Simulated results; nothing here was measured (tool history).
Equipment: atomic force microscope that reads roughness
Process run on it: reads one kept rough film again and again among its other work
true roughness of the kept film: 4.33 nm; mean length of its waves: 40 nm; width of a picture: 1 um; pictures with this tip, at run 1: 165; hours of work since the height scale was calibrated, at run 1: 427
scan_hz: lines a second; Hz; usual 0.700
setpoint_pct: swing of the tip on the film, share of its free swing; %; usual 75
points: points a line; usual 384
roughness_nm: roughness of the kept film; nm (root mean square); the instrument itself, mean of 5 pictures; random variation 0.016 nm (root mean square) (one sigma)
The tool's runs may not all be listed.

| run | hour | scan_hz | setpoint_pct | points | pictures with this tip | hours of work since the height scale was calibrated | roughness_nm |
|---|---|---|---|---|---|---|---|
| 1 | 0.0 | 0.700 | 75 | 384 | 165 | 427 | 3.371 |
| 2 | 44.8 | 0.700 | 75 | 384 | 224 | 459 | 3.225 |
|  | 85.5 | new tip fitted |
| 3 | 100.6 | 0.700 | 75 | 384 | 20 | 499 | 3.809 |
| 4 | 142.1 | 0.700 | 75 | 384 | 75 | 530 | 3.653 |
| 5 | 196.8 | 0.700 | 75 | 384 | 148 | 569 | 3.419 |
| 6 | 249.9 | 0.960 | 75 | 384 | 219 | 608 | 3.233 |
|  | 294.3 | new tip fitted |
| 7 | 301.0 | 0.960 | 75 | 635 | 8 | 644 | 3.859 |
| 8 | 343.6 | 0.960 | 75 | 635 | 65 | 675 | 3.660 |
| 9 | 390.5 | 0.960 | 75 | 635 | 128 | 709 | 3.460 |
| 10 | 456.7 | 0.960 | 75 | 635 | 216 | 757 | 3.228 |
| 11 | 485.5 | 0.700 | 82 | 384 | 254 | 778 | 3.134 |
|  | 503.4 | new tip fitted |
| 12 | 516.4 | 0.700 | 66 | 384 | 18 | 800 | 3.851 |
| 13 | 579.5 | 0.700 | 66 | 384 | 102 | 846 | 3.564 |
|  | 585.8 | height scale calibrated on a step standard |
| 14 | 630.8 | 0.700 | 66 | 384 | 169 | 33 | 3.380 |
| 15 | 664.5 | 2.112 | 75 | 384 | 214 | 57 | 3.144 |
|  | 713.8 | new tip fitted |
| 16 | 721.3 | 2.464 | 58 | 362 | 10 | 98 | 3.818 |
| 17 | 763.9 | 3.590 | 84 | 807 | 66 | 129 | 3.161 |
| 18 | 820.8 | 3.590 | 84 | 807 | 142 | 170 | 2.976 |
| 19 | 862.0 | 3.547 | 90 | 487 | 197 | 200 | 2.734 |
|  | 904.6 | height scale calibrated on a step standard, once more |
| 20 | 911.5 | 0.582 | 56 | 487 | 262 | 5 | 3.232 |
|  | 923.4 | new tip fitted |
| 21 | 950.2 | 0.700 | 75 | 343 | 35 | 33 | 3.815 |
| 22 | 1014.5 | 0.700 | 58 | 676 | 121 | 79 | 3.627 |
| 23 | 1071.8 | 0.952 | 75 | 352 | 198 | 121 | 3.293 |
| 24 | 1121.7 | 1.825 | 75 | 679 | 264 | 157 | 3.073 |
|  | 1133.2 | new tip fitted |
| 25 | 1175.0 | 1.825 | 75 | 679 | 55 | 195 | 3.601 |
| 26 | 1222.6 | 0.737 | 63 | 434 | 119 | 230 | 3.572 |
| 27 | 1284.7 | 2.818 | 55 | 434 | 201 | 275 | 3.298 |
|  | 1342.0 | new tip fitted |
| 28 | 1342.0 | 1.440 | 75 | 276 | 0 | 316 | 3.808 |

Forecast each of these 5 alternatives for the next run:
| A | 1398.8 | 0.700 | 66 | 384 | 76 | 357 | ? |
| B | 1398.8 | 0.700 | 62 | 384 | 76 | 357 | ? |
| C | 1398.8 | 1.242 | 71 | 841 | 76 | 357 | ? |
| D | 1398.8 | 0.700 | 61 | 350 | 76 | 357 | ? |
| E | 1398.8 | 2.832 | 60 | 429 | 76 | 357 | ? |

| run | roughness_nm |
|---|---|
| A | 3.675 |
| B | 3.686 |
| C | 3.638 |
| D | 3.701 |
| E | 3.605 |
Take away the tool's hidden state, keep each run's random variation, and the runs would have read:
| run | roughness_nm |
|---|---|
| A | 3.959 |
| B | 3.970 |
| C | 3.919 |
| D | 3.987 |
| E | 3.883 |
